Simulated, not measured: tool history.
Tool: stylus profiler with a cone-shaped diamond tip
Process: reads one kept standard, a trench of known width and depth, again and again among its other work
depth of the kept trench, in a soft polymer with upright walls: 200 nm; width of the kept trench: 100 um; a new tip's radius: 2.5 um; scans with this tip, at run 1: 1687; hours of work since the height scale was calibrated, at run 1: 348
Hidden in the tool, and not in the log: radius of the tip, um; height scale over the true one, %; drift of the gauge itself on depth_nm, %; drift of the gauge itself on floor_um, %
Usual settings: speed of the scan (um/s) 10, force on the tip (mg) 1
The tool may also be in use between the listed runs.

| run | hour | speed of the scan (um/s) | force on the tip (mg) | scans with this tip | hours of work since the height scale was calibrated | depth of the trench (nm) | width of the trench's floor (nm) |
|---|---|---|---|---|---|---|---|
| 1 | 0 | 10 | 1 | 1687 | 348 | 201.49 | 97900 |
| 2 | 39.1 | 10 | 1 | 1821 | 376 | 201.37 | 97940 |
| 3 | 61.8 | 10 | 1 | 1899 | 392 | 201.34 | 97930 |
| 4 | 96.1 | 10 | 1 | 2017 | 416 | 201.34 | 97940 |
| 5 | 139.9 | 10 | 1 | 2167 | 447 | 201.32 | 97900 |
| 6 | 166.6 | 10 | 1 | 2259 | 466 | 201.43 | 97970 |

Run 7 comes next. What will it give?
|  | 170.3 | height scale calibrated on a step standard |
| 7 | 187.3 | 22 | 0.38 | 2329 | 12 | ? | ? |

Run 7 gave depth of the trench (nm) 200.6, width of the trench's floor (nm) 97890.
Without the tool's hidden state the same run would have given depth of the trench (nm) 200.81, width of the trench's floor (nm) 97980.
